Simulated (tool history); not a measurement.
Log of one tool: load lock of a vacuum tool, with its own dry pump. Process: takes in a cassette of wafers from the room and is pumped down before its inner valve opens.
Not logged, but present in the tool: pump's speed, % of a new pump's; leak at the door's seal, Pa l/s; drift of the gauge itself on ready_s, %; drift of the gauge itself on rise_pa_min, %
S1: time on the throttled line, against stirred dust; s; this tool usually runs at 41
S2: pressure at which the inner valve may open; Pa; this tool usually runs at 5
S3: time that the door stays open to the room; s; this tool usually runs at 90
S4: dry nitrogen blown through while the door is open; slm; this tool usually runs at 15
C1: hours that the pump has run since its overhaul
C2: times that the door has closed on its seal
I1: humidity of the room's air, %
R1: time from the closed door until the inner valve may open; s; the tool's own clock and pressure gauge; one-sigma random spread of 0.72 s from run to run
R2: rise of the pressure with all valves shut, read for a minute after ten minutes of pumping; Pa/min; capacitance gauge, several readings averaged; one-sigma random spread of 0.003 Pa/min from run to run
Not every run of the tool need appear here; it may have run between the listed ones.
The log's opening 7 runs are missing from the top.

run    hour  S1  S2   S3  S4     C1    C2    I1     R1     R2
  8   990.0  41   5   90  15  10961  5804  44.1  110.7  0.037
  9  1103.5  41   5   90  15  11075  5959  43.5  109.7  0.033
 10  1222.0  41   6   90  15  11193  6121  42.2  107.5  0.041
 11  1307.8  50   5   90  15  11279  6239  46.7  115.2  0.037
 12  1394.0  50   5   90  15  11365  6357  45.5  115.5  0.033
 13  1520.5  50   5   90  15  11491  6530  44.4  114.6  0.039
 14  1628.7  50   5   90  15  11600  6678  48.5  114.4  0.039
     1643.2  -- dry pump taken out, an overhauled one fitted
 15  1758.4  34   5   90  15    115  6848  45.5  102.6  0.040
 16  1838.6  34   5   90  15    195  6957  41.7  103.2  0.034
 17  1987.0  34   5   90  15    344  7161  44.2  104.0  0.035
 18  2112.7  34   5   90  15    469  7333  44.5  103.6  0.037
 19  2259.7  35   5   90  15    616  7534  46.3  102.4  0.035
 20  2355.4  35   5  151  15    712  7665  46.7  103.3  0.051
 21  2510.6  41   5   26  15    867  7878  46.6  107.6  0.022
 22  2655.7  21   5   90  15   1012  8076  49.1   94.7  0.041
 23  2821.2  55   5  121  19   1178  8303  45.9  118.3  0.043
 24  2904.9  55   5  121  19   1262  8417  45.8  118.6  0.038
 25  3022.6  41   4   90  17   1379  8578  46.6  111.4  0.034
 26  3168.3  74   9   90  12   1525  8778  45.9  128.4  0.043
 27  3268.3  29   5   90  43   1625  8915  45.7   99.4  0.022
 28  3367.6  29   8   90  43   1724  9051  47.1   96.7  0.020
 29  3452.4  23   5   99  15   1809  9167  46.8   95.7  0.036

Run 30, settings as shown, results not yet in. Your forecast:
 30  3538.9  23   5  99  15  1896  9285  45.4   ?   ?

{"run 30": {"R1": 95.0, "R2": 0.039}}
Had the tool carried no hidden state, the very same run would have given R1 94.9 s, R2 0.039 Pa/min.
